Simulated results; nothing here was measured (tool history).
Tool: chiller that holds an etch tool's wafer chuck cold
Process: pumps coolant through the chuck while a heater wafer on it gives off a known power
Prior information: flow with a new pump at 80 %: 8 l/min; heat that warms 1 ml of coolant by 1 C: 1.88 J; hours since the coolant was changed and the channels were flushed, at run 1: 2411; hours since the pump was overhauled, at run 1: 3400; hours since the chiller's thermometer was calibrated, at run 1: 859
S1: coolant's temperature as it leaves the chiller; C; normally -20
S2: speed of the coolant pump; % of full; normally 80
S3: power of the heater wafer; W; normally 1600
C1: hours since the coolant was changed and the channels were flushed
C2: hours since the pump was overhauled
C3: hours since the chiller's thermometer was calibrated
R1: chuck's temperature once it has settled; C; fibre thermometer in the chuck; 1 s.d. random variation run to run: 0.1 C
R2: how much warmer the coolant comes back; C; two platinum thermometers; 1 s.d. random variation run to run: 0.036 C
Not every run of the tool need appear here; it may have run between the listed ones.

run 1 hour=0 | S1=-20 S2=80 S3=1600 | C1=2411 C2=3400 C3=859 | R1=-6.2 R2=6.39
run 2 hour=91.5 | S1=-21 S2=80 S3=1600 | C1=2502 C2=3492 C3=951 | R1=-7 R2=6.38
run 3 hour=178.5 | S1=-21 S2=80 S3=1600 | C1=2589 C2=3579 C3=1038 | R1=-6.9 R2=6.36
run 4 hour=310.5 | S1=-20 S2=80 S3=1600 | C1=2721 C2=3711 C3=1170 | R1=-6 R2=6.3
run 5 hour=427.4 | S1=-20 S2=80 S3=1600 | C1=2838 C2=3828 C3=1287 | R1=-6.1 R2=6.34
run 6 hour=549.6 | S1=-20 S2=80 S3=1600 | C1=2960 C2=3950 C3=1409 | R1=-6 R2=6.37
run 7 hour=638.2 | S1=-20 S2=80 S3=1600 | C1=3049 C2=4038 C3=1497 | R1=-5.9 R2=6.31
run 8 hour=800.7 | S1=-20 S2=85 S3=1600 | C1=3211 C2=4201 C3=1660 | R1=-6.5 R2=5.95
run 9 hour=920.5 | S1=-20 S2=97 S3=1600 | C1=3331 C2=4321 C3=1780 | R1=-7.4 R2=5.15
run 10 hour=999.4 | S1=-20 S2=80 S3=1248 | C1=3410 C2=4400 C3=1859 | R1=-9.2 R2=4.86
run 11 hour=1111.8 | S1=-20 S2=80 S3=1248 | C1=3522 C2=4512 C3=1971 | R1=-9.1 R2=4.9
run 12 hour=1232.7 | S1=-26 S2=80 S3=1600 | C1=3643 C2=4633 C3=2092 | R1=-12.2 R2=6.33
run 13 hour=1375.8 | S1=-26 S2=80 S3=1600 | C1=3786 C2=4776 C3=2235 | R1=-12 R2=6.25
run 14 hour=1497.5 | S1=-26 S2=80 S3=1600 | C1=3908 C2=4898 C3=2357 | R1=-12 R2=6.25
run 15 hour=1654.4 | S1=-26 S2=80 S3=1600 | C1=4065 C2=5055 C3=2514 | R1=-12 R2=6.29
-- hour=1698.4 coolant changed, channels flushed
run 16 hour=1800 | S1=-26 S2=80 S3=1600 | C1=102 C2=5194 C3=2653 | R1=-12 R2=6.26
run 17 hour=1978.1 | S1=-21 S2=79 S3=1600 | C1=280 C2=5372 C3=2831 | R1=-7.1 R2=6.25
run 18 hour=2097 | S1=-21 S2=79 S3=1600 | C1=399 C2=5491 C3=2950 | R1=-6.9 R2=6.29
run 19 hour=2220.8 | S1=-17 S2=70 S3=1405 | C1=522 C2=5615 C3=3074 | R1=-3.8 R2=6.16
run 20 hour=2351.9 | S1=-17 S2=70 S3=1405 | C1=654 C2=5746 C3=3205 | R1=-3.6 R2=6.19
run 21 hour=2510.2 | S1=-17 S2=70 S3=1405 | C1=812 C2=5904 C3=3363 | R1=-3.5 R2=6.17
run 22 hour=2599.7 | S1=-17 S2=70 S3=1405 | C1=901 C2=5994 C3=3453 | R1=-3.6 R2=6.19
run 23 hour=2701.8 | S1=-23 S2=92 S3=1405 | C1=1003 C2=6096 C3=3555 | R1=-11.8 R2=4.57
run 24 hour=2797.1 | S1=-23 S2=76 S3=978 | C1=1099 C2=6191 C3=3650 | R1=-14.2 R2=3.89
run 25 hour=2955.1 | S1=-23 S2=76 S3=978 | C1=1257 C2=6349 C3=3808 | R1=-14.2 R2=3.83
run 26 hour=3064.8 | S1=-23 S2=76 S3=978 | C1=1366 C2=6459 C3=3918 | R1=-14 R2=3.91
-- hour=3163.8 gauge calibrated
run 27 hour=3198.4 | S1=-12 S2=75 S3=1600 | C1=1500 C2=6593 C3=4052 | R1=2.7 R2=6.86
run 28 hour=3332.2 | S1=-12 S2=75 S3=1600 | C1=1634 C2=6726 C3=4185 | R1=2.6 R2=6.82
run 29 hour=3442.6 | S1=-12 S2=75 S3=808 | C1=1744 C2=6837 C3=4296 | R1=-4.7 R2=3.45
run 30 hour=3598.6 | S1=-28 S2=64 S3=2346 | C1=1900 C2=6993 C3=4452 | R1=-4.2 R2=11.68
-- hour=3735.2 coolant pump overhauled
run 31 hour=3735.2 | S1=-28 S2=64 S3=2346 | C1=2032 C2=0 C3=4583 | R1=-4.4 R2=11.69

Same runs, no hidden state in the tool, same run-to-run variation:
The hidden state here: heat passed by the chuck's channels, % of clean ones'; flow at a given pump speed, % of a new pump's; coolant's true temperature over the reading, C; drift of the gauge itself on chuck_c, C; drift of the gauge itself on warmer_back_c, C.
run=1 R2=6.38
run=2 R2=6.37
run=3 R2=6.37
run=4 R2=6.32
run=5 R2=6.37
run=6 R2=6.41
run=7 R2=6.36
run=8 R2=6.01
run=9 R2=5.23
run=10 R2=4.95
run=11 R2=4.99
run=12 R2=6.44
run=13 R2=6.37
run=14 R2=6.38
run=15 R2=6.43
run=16 R2=6.42
run=17 R2=6.43
run=18 R2=6.48
run=19 R2=6.36
run=20 R2=6.4
run=21 R2=6.4
run=22 R2=6.43
run=23 R2=4.81
run=24 R2=4.15
run=25 R2=4.1
run=26 R2=4.19
run=27 R2=6.85
run=28 R2=6.82
run=29 R2=3.46
run=30 R2=11.68
run=31 R2=11.74
For R1, the value without the hidden state is never more than 0.1 C from the measured value.
